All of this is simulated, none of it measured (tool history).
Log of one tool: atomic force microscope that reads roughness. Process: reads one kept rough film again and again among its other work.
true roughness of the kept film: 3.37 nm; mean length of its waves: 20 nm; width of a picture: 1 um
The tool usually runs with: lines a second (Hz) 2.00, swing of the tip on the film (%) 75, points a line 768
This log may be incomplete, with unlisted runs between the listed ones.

run	hour	lines a second (Hz)	swing of the tip on the film (%)	points a line	roughness of the kept film (nm (root mean square))
1	0.0	2.00	75	768	1.990
2	7.7	2.00	75	768	1.935
3	15.2	2.00	75	768	1.897
4	21.9	2.00	75	768	1.863
5	34.6	2.00	75	768	1.808
6	44.7	2.00	75	768	1.755
7	58.0	0.90	75	768	1.829
8	66.5	0.90	75	768	1.780
9	77.2	2.00	57	768	1.781
10	87.4	2.00	57	768	2.342
11	98.0	2.00	57	768	2.256
12	108.3	2.00	57	768	2.197
13	121.7	2.00	75	768	1.925
14	134.2	2.00	82	768	1.782
15	141.5	2.00	82	768	1.738
16	153.8	2.00	82	768	1.682
17	164.4	2.00	82	768	1.638
18	177.7	2.00	82	336	1.577
19	190.4	2.00	68	768	1.708
20	200.5	3.53	71	768	2.050
21	208.6	2.00	70	768	2.154
22	221.4	2.00	60	289	2.131
23	228.9	3.81	75	289	1.730
24	240.4	2.00	83	266	1.760
25	246.0	2.00	75	456	1.853
26	252.8	2.00	75	456	1.839
27	260.2	0.63	76	635	1.987
28	272.5	2.02	73	898	1.789
29	281.7	2.02	73	898	1.745
30	294.1	2.02	56	781	1.822
31	300.9	2.00	64	319	1.711
32	312.1	0.73	69	257	1.712
33	326.9	3.30	56	789	2.257
34	332.9	3.30	56	789	2.210
35	338.5	1.31	75	310	2.091
36	351.8	1.31	75	310	2.008
37	362.3	2.00	83	768	1.794

Between the runs listed above, the log contained 5 entries, not reproduced here. Where in the sequence does each belong, and how does what the log doesn't record of the tool's condition differ from the listed run before to the listed run after?
In the gap between runs 9 and 10: new tip fitted (hour 83.1)
  radius of the tip, nm: 24 -> 11.3; height scale over the true one, %: -0.02 -> -0.03
  difference, measured minus the result without the unlogged condition, roughness of the kept film (nm (root mean square)): -0.621 -> -0.075
In the gap between runs 19 and 20: new tip fitted (hour 197.3)
  radius of the tip, nm: 24 -> 10.9
  difference, measured minus the result without the unlogged condition, roughness of the kept film (nm (root mean square)): -0.599 -> -0.048
In the gap between runs 26 and 27: height scale calibrated on a step standard (hour 254.8)
  radius of the tip, nm: 17.6 -> 18.4; height scale over the true one, %: -0.13 -> -0.21
  difference, measured minus the result without the unlogged condition, roughness of the kept film (nm (root mean square)): -0.349 -> -0.419
In the gap between runs 32 and 33: height scale calibrated on a step standard, once more (hour 314.2); new tip fitted (hour 314.7)
  radius of the tip, nm: 25 -> 11.8; height scale over the true one, %: -0.24 -> 0.08
  difference, measured minus the result without the unlogged condition, roughness of the kept film (nm (root mean square)): -0.644 -> -0.101

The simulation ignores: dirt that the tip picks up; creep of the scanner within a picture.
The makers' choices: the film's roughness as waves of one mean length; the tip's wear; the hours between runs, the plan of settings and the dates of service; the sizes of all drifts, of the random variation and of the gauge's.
